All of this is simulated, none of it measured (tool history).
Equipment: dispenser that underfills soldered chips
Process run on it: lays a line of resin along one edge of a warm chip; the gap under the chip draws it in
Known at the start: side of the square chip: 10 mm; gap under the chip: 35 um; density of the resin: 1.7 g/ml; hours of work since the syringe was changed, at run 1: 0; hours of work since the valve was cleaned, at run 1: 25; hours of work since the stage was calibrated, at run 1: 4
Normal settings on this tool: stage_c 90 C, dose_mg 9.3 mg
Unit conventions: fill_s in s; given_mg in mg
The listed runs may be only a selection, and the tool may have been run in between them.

run,day,stage_c,dose_mg,hours of work since the syringe was changed,hours of work since the valve was cleaned,hours of work since the stage was calibrated,fill_s,given_mg
1,0,90,9.3,0,25,4,152.2,9.2
2,0.192,90,9.3,4,28,7,197.6,9.16
3,0.304,90,9.3,6,30,9,217.7,9.15
# day 0.338: new syringe of resin
4,0.488,90,9.3,3,33,12,179.5,9.05
5,0.633,90,9.3,5,35,15,219.1,9.12
# day 0.704: new syringe of resin
6,0.842,90,9.3,2,39,18,172.2,9.07
7,1.012,90,9.3,5,42,21,212.4,9.07
# day 1.062: new syringe of resin
8,1.183,90,9.3,2,44,24,172.1,9.03
9,1.292,90,9.3,4,46,25,193.5,9.06
# day 1.425: new syringe of resin
10,1.433,90,8.09,0,48,28,151.5,7.89
11,1.604,90,8.09,3,51,31,186.9,7.88
12,1.754,102,9.67,6,54,33,129.4,9.39
# day 1.779: new syringe of resin
13,1.879,87,11.43,2,56,35,187.3,11.12
14,2.004,91,8.67,4,58,37,188.5,8.38
# day 2.142: new syringe of resin
15,2.167,76,8.98,0,61,40,299.4,8.65
16,2.317,76,8.98,3,63,42,353.2,8.66
17,2.429,105,10.78,5,65,44,104.2,10.36
# day 2.496: new syringe of resin
# day 2.567: dispensing valve cleaned and set on the balance
18,2.608,90,8.03,1,1,46,165.3,8.07
19,2.729,90,8.03,3,3,48,188.1,8
# day 2.892: new syringe of resin
20,2.892,90,8.03,0,5,51,151.2,7.99
21,3.008,90,8.03,2,7,53,172,8

Below are 5 alternative next runs, each starting from the tool's condition after run 21. Predict each:
A,3.112,90,7.93,4,9,55,?,?
B,3.112,90,8.94,4,9,55,?,?
C,3.112,86,8.18,4,9,55,?,?
D,3.112,100,12.07,4,9,55,?,?
E,3.112,92,10.94,4,9,55,?,?

run,fill_s,given_mg
A,197.5,7.9
B,195,8.9
C,235.3,8.15
D,120.9,12.03
E,171.8,10.9
With no hidden state in the tool, these same runs would have given:
run,fill_s,given_mg
A,155.5,7.93
B,153.6,8.93
C,185.4,8.18
D,95.3,12.08
E,135.4,10.94
